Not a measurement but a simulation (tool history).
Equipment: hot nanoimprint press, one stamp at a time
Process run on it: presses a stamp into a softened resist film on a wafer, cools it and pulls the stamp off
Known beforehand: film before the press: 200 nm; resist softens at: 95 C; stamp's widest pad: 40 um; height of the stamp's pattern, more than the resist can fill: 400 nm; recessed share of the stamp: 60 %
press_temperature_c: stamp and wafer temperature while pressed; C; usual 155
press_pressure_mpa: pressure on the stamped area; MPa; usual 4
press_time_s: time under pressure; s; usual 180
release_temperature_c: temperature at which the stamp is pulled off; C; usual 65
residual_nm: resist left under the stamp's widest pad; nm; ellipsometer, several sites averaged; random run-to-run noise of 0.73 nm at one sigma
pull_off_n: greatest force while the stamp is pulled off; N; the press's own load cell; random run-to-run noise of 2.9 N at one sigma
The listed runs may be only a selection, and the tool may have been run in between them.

run,hour,press_temperature_c,press_pressure_mpa,press_time_s,release_temperature_c,residual_nm,pull_off_n
1,0,155,4,180,65,84.1,176
2,20.9,155,4,180,65,82.7,184
3,48.7,156,4,180,65,77.8,192
4,61.3,156,4,180,65,77.8,200
5,78.2,156,4,180,65,78.9,194
6,104.4,156,4,180,65,78.3,203
7,120.1,150,4,180,65,108.8,212
8,145.3,150,4,180,65,110.1,220
9,161.1,150,4,180,65,108.1,222
10,191.9,150,4,180,65,108.2,220
# hour 202.3: stamp cleaned and given a new release coat
11,222.7,150,4,180,65,109,140
12,251.2,155,4,180,65,82.1,141
13,273.5,155,4,180,65,81,154
14,295.5,155,4,180,65,82.7,160
15,314.3,155,4,180,65,81.4,161
# hour 319.6: plate thermocouple calibrated
16,332.4,155,3.49,116,65,109.9,169
17,358.7,155,6.08,354,62,55.4,178
18,375.3,154,2.75,152,68,116.8,172
19,401.7,154,2.75,152,68,116.2,181
20,420,154,2.75,152,68,115.9,178
21,439.3,146,2.75,152,68,161.8,188
22,465.6,146,2.75,152,68,160.7,186
23,480.6,155,4,180,55,87.6,209
24,493.4,162,4,180,52,58.4,214
25,518.1,157,5.67,180,52,66.2,226
26,542.6,150,3.39,173,52,122.9,233
27,564.9,155,6.02,180,66,71.4,221
28,589.6,155,4.59,180,65,81.2,226
# hour 612.3: stamp cleaned and given a new release coat
29,621.5,155,4.11,180,67,86.3,135

Predict each of these 5 candidate next runs independently; none follows another, all start after run 29:
A,646.1,155,6.13,180,65,?,?
B,646.1,146,2.69,180,53,?,?
C,646.1,155,4.11,142,71,?,?
D,646.1,155,4,340,51,?,?
E,646.1,155,4,308,61,?,?

run,residual_nm,pull_off_n
A,70.1,142
B,154.6,158
C,95.1,141
D,67.9,157
E,70.9,150
Had the tool no hidden state, the same runs would have come out as:
run,residual_nm,pull_off_n
A,71.6,136
B,156.9,151
C,97.2,135
D,69.5,150
E,72.6,144
